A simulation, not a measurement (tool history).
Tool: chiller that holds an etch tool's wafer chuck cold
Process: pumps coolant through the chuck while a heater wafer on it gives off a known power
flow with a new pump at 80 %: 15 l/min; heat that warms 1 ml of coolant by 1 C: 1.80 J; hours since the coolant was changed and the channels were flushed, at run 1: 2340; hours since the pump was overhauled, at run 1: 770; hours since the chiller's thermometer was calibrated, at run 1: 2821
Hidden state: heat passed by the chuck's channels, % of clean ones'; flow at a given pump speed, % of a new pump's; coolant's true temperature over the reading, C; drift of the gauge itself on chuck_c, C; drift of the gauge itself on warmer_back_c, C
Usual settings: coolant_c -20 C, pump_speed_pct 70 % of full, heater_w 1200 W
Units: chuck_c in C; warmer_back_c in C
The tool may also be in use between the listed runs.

run   hour  coolant_c  pump_speed_pct  heater_w  hours since the coolant was changed and the channels were flushed  hours since the pump was overhauled  hours since the chiller's thermometer was calibrated  chuck_c  warmer_back_c
  1      0        -20              70      1200                                                               2340                                  770                                                  2821     -9.4           3.05
  2   21.4        -20              70      1200                                                               2361                                  792                                                  2843     -9.4           3.09
  3   47.4        -20              70      1200                                                               2387                                  818                                                  2869     -9.6           3.02
  4   69.5        -20              70      1200                                                               2410                                  840                                                  2891     -9.5           3.06
  5   93.8        -20              70      1200                                                               2434                                  864                                                  2915     -9.4           3.05
  6  127.7        -20              70      1200                                                               2468                                  898                                                  2949     -9.5           3.07
  7  150.2        -20              70      1200                                                               2490                                  920                                                  2971     -9.6           2.99
     168.6  -- chiller's thermometer calibrated
  8  174.6        -20              70      1006                                                               2514                                  944                                                     6    -11.4           2.53
  9  210.2        -20              70      1006                                                               2549                                  980                                                    42    -11.1           2.46
 10  231.7        -20              70      1006                                                               2571                                 1001                                                    63    -11.2           2.48
 11  263.9        -20              70      1006                                                               2603                                 1033                                                    95    -11.1           2.49
 12    301        -20              70      1006                                                               2640                                 1070                                                   132    -11.1           2.53
 13  322.4        -21              98       948                                                               2661                                 1092                                                   154    -14.5           1.59
 14  359.8        -16              70       729                                                               2699                                 1129                                                   191     -9.7           1.74
 15    395        -13              86       986                                                               2734                                 1164                                                   226     -5.5           1.97
 16  412.5        -13              80       986                                                               2751                                 1182                                                   244     -5.2            2.1
 17  448.8        -13              80       986                                                               2788                                 1218                                                   280     -5.1           2.06
 18  473.3        -13              80       986                                                               2812                                 1243                                                   305     -5.2           2.09
 19  507.4        -20              66       659                                                               2846                                 1277                                                   339    -14.1           1.64
 20  545.5        -20              66      1764                                                               2884                                 1315                                                   377     -4.1           4.76
 21  578.3        -29              83      1764                                                               2917                                 1348                                                   410    -15.2           3.63
 22    601        -11              67       884                                                               2940                                 1370                                                   432     -3.2           2.19

3 ways to go on from here, each from the tool as it stands after run 22. What would each give?
  A  629.9        -27              67       884                                                               2969                                 1399                                                   461        ?              ?
  B  629.9        -21              78       884                                                               2969                                 1399                                                   461        ?              ?
  C  629.9        -13              70      1200                                                               2969                                 1399                                                   461        ?              ?

run  chuck_c  warmer_back_c
  A      -19           2.29
  B    -13.9           1.83
  C     -2.6           2.91
Without the tool's hidden state the same runs would have given:
run  chuck_c  warmer_back_c
  A      -19           2.42
  B    -13.9           1.97
  C     -2.6           3.04
